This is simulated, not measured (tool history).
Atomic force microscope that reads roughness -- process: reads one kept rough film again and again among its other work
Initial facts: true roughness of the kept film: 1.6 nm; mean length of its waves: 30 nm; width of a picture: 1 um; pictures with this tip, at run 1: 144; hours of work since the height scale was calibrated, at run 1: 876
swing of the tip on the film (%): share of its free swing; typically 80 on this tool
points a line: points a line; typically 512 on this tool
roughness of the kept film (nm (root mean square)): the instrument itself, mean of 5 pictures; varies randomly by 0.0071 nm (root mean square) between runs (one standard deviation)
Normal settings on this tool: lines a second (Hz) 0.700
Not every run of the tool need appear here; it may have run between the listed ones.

run,hour,lines a second (Hz),swing of the tip on the film (%),points a line,pictures with this tip,hours of work since the height scale was calibrated,roughness of the kept film (nm (root mean square))
1,0.0,0.700,80,512,144,876,1.421
2,27.5,0.700,80,512,174,888,1.410
3,73.1,0.700,75,512,223,907,1.413
# hour 101.2: new tip fitted
4,123.3,0.700,75,512,23,928,1.474
5,165.8,0.700,75,893,70,946,1.464
6,193.4,0.700,75,893,100,957,1.465
7,217.4,0.700,80,263,126,967,1.412
8,268.9,0.700,80,263,182,989,1.387
9,316.9,0.700,80,263,234,1009,1.366
# hour 337.5: new tip fitted
10,357.4,0.700,80,693,22,1026,1.456
11,386.9,0.700,80,512,54,1039,1.448
12,427.3,0.700,80,512,98,1056,1.421
13,473.9,0.700,80,512,148,1075,1.427
14,499.8,0.700,80,512,177,1086,1.407
15,541.3,0.700,80,512,222,1104,1.385
# hour 572.4: new tip fitted
16,574.9,0.700,80,512,3,1118,1.476
17,601.5,0.700,80,512,32,1129,1.469
18,653.6,0.700,80,512,88,1151,1.442
19,687.9,0.700,80,512,126,1165,1.427
20,717.7,0.700,80,540,158,1178,1.419
21,739.4,1.194,59,512,182,1187,1.436
22,783.7,2.430,61,683,230,1205,1.384
# hour 804.8: new tip fitted
23,807.0,2.430,61,683,3,1215,1.463
24,831.6,2.430,61,865,29,1225,1.467
25,865.8,0.700,60,512,67,1240,1.517
26,898.8,0.615,56,405,103,1254,1.496
27,946.9,2.536,56,405,155,1274,1.431
28,971.2,1.376,65,998,181,1284,1.422

Predict the results of run 29:
29,1019.4,1.289,65,693,234,1305,?

{"run 29": {"roughness of the kept film (nm (root mean square))": 1.424}}
Take away the tool's hidden state, keep the run-to-run variation as it was, and the same run would have given roughness of the kept film (nm (root mean square)) 1.482.

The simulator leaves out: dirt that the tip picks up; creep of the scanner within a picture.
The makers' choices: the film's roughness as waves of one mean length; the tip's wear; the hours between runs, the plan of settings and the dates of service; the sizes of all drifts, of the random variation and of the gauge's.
